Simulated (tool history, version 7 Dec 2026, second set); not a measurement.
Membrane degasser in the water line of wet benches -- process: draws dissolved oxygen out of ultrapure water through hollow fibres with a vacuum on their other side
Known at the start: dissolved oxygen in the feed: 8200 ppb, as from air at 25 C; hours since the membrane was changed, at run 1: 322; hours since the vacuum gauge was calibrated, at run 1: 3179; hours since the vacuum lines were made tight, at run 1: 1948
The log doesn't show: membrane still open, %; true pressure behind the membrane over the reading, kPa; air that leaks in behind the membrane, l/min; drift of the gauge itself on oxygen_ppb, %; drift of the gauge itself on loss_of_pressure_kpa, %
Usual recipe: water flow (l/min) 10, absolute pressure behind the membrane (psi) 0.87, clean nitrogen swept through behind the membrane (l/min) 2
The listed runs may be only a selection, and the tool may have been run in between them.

| run | hour | water flow (l/min) | absolute pressure behind the membrane (psi) | clean nitrogen swept through behind the membrane (l/min) | hours since the membrane was changed | hours since the vacuum gauge was calibrated | hours since the vacuum lines were made tight | dissolved oxygen in the water behind the degasser (ppb) | pressure that the water loses in the fibres (psi) |
|---|---|---|---|---|---|---|---|---|---|
| 1 | 0 | 10 | 0.87 | 2 | 322 | 3179 | 1948 | 58 | 7.049 |
| 2 | 29.2 | 10 | 0.87 | 2 | 351 | 3208 | 1977 | 57.1 | 7.104 |
| 3 | 57.5 | 10 | 0.87 | 1.82 | 379 | 3236 | 2006 | 62.1 | 7.066 |
| 4 | 100.6 | 10 | 0.87 | 2 | 422 | 3279 | 2049 | 57 | 7.082 |
| 5 | 123.1 | 10 | 0.87 | 2 | 445 | 3302 | 2071 | 58.8 | 7.105 |
| 6 | 159.5 | 12 | 0.87 | 2 | 481 | 3338 | 2108 | 75 | 8.488 |
| 7 | 181 | 10 | 0.87 | 2 | 503 | 3360 | 2129 | 59.1 | 7.047 |
| 8 | 218 | 10 | 0.87 | 2 | 540 | 3397 | 2166 | 58.2 | 7.094 |
|  | 222.6 | vacuum gauge calibrated |
| 9 | 266.4 | 10 | 0.87 | 2 | 587 | 44 | 2214 | 58.9 | 7.049 |
| 10 | 311.3 | 10 | 0.87 | 2 | 632 | 89 | 2259 | 58.6 | 7.132 |
|  | 320.7 | vacuum gauge calibrated, once more |
| 11 | 354.3 | 13 | 0.87 | 2 | 675 | 34 | 2301 | 82 | 9.203 |
| 12 | 393.7 | 13 | 0.87 | 2 | 714 | 73 | 2341 | 81.3 | 9.208 |
| 13 | 418.8 | 10 | 0.87 | 2 | 739 | 98 | 2366 | 55.7 | 7.088 |
| 14 | 441.3 | 10 | 0.87 | 2 | 762 | 121 | 2388 | 53.2 | 7.085 |

Forecast run 15:
| 15 | 472.1 | 10 | 0.59 | 1.71 | 793 | 151 | 2419 | ? | ? |

dissolved oxygen in the water behind the degasser (ppb): 33.4
pressure that the water loses in the fibres (psi): 7.087
With no hidden state in the tool, this same run would have given dissolved oxygen in the water behind the degasser (ppb) 32.5, pressure that the water loses in the fibres (psi) 7.029.
